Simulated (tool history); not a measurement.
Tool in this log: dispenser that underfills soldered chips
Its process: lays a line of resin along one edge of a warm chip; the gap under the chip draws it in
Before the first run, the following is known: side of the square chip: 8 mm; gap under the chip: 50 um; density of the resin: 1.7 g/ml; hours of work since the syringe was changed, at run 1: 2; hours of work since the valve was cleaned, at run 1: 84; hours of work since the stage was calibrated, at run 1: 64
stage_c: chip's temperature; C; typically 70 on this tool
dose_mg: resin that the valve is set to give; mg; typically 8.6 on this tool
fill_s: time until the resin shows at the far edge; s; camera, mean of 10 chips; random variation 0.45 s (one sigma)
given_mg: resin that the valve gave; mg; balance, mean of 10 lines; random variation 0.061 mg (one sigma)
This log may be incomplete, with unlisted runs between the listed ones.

run   hour  stage_c  dose_mg  hours of work since the syringe was changed  hours of work since the valve was cleaned  hours of work since the stage was calibrated  fill_s  given_mg
  1      0       70      8.6                                            2                                         84                                            64    39.2      8.02
  2    8.9       76      8.6                                            9                                         91                                            71    54.2       7.8
      11.8  -- new syringe of resin
  3   14.5       76      8.6                                            2                                         95                                            75    33.4      7.84
  4   24.7       76      8.6                                           10                                        103                                            83    59.7      7.81
      25.5  -- new syringe of resin
  5   30.5       70      8.6                                            4                                        107                                            87    46.1      7.76
      39.4  -- new syringe of resin
  6   41.3       70      8.6                                            1                                        115                                            96    38.4       7.7
        45  -- dispensing valve cleaned and set on the balance
  7   47.7       70     7.47                                            6                                          2                                           100    51.8      7.34
      54.4  -- new syringe of resin
  8   57.5       56      8.6                                            2                                         10                                           107    65.3      8.55
  9   66.4       56      8.6                                            9                                         16                                           114   107.7      8.43
      68.5  -- new syringe of resin
 10   76.5       70     9.83                                            6                                         24                                           122    53.2      9.57
      82.9  -- new syringe of resin
 11     83       70      9.1                                            0                                         29                                           127      34      8.83
 12     95       70      9.1                                            9                                         38                                           136    67.1      8.76
        97  -- new syringe of resin
 13  104.7       70      9.1                                            6                                         46                                           143    53.2      8.68
     111.2  -- new syringe of resin
 14  116.5       70      9.1                                            4                                         55                                           152    47.4      8.64
     125.3  -- new syringe of resin
 15  125.3       70      9.1                                            0                                         61                                           159    35.1      8.56
 16  133.5       70     8.96                                            6                                         68                                           165    56.3      8.44
     139.3  -- new syringe of resin
 17  142.6       70      8.6                                            3                                         74                                           172    42.8      8.12
     153.1  -- new syringe of resin
 18  153.1       70      8.6                                            0                                         82                                           180      36      7.91
 19  164.6       70     9.53                                            9                                         91                                           189    64.5      8.65
     167.3  -- new syringe of resin
 20  176.1       60     9.67                                            7                                        100                                           198    82.2       8.9
     181.1  -- new syringe of resin
 21  182.6       70    10.67                                            1                                        105                                           203    37.6      9.73
 22  188.3       71     8.58                                            6                                        109                                           207    51.5      7.69
     195.3  -- new syringe of resin
 23  195.9       70    11.04                                            1                                        115                                           213    36.5      9.82
       200  -- dispensing valve cleaned and set on the balance
 24  205.7       64      8.6                                            7                                          4                                           219    74.9      8.65
     210.2  -- new syringe of resin
 25  212.4       72    10.86                                            2                                          9                                           224    36.1     10.68
 26  221.8       72     7.57                                            9                                         17                                           232    64.8       7.5
     224.1  -- new syringe of resin
 27  229.9       56      9.5                                            5                                         23                                           238    79.2      9.33
 28  236.2       56      9.5                                            9                                         28                                           243   111.9      9.34
       238  -- new syringe of resin
 29  245.5       56      9.5                                            6                                         35                                           250    86.9      9.21
     252.3  -- new syringe of resin
 30  256.3       68     7.85                                            3                                         43                                           258    48.4      7.53
 31  262.5       68     7.85                                            8                                         48                                           263    67.9      7.47
     266.3  -- new syringe of resin
 32  273.8       68     7.85                                            6                                         56                                           271    59.5       7.4
       280  -- new syringe of resin
 33  281.4       64      8.6                                            1                                         62                                           277    46.1      8.14
 34  292.6       70      7.8                                           10                                         71                                           286      74       7.3
     294.6  -- new syringe of resin
 35  300.7       78     8.51                                            5                                         77                                           292    38.2      8.05
     308.7  -- new syringe of resin
 36  312.7       70     9.33                                            3                                         86                                           301    43.3      8.62

For some of the steps in fill_s from one run to the next: how much would appear even if the tool had no hidden state, given the settings, what came in and random variation, and how much remains for the hidden state plus any gauge scatter that the measured result and the result without hidden state don't share?
Hidden conditions of the tool in this case: resin's viscosity, % of fresh resin's; dose that the valve gives, % of what is set; true chip temperature over the reading, C; drift of the gauge itself on fill_s, %; drift of the gauge itself on given_mg, %.
Run 8 -> 9: settings left as they were, no log entry in between. fill_s +42.4 s: hidden state +42.6, all else -0.2.
Run 9 -> 10: stage_c 56 -> 70, dose_mg 8.6 -> 9.83, new syringe of resin. fill_s -54.5 s: hidden state -32.7, all else -21.8.
Run 20 -> 21: stage_c 60 -> 70, dose_mg 9.67 -> 10.67, new syringe of resin. fill_s -44.6 s: hidden state -30.8, all else -13.8.
Run 27 -> 28: settings left as they were, no log entry in between. fill_s +32.7 s: hidden state +33.6, all else -0.9.
Run 33 -> 34: stage_c 64 -> 70, dose_mg 8.6 -> 7.8. fill_s +27.9 s: hidden state +34.4, all else -6.5.
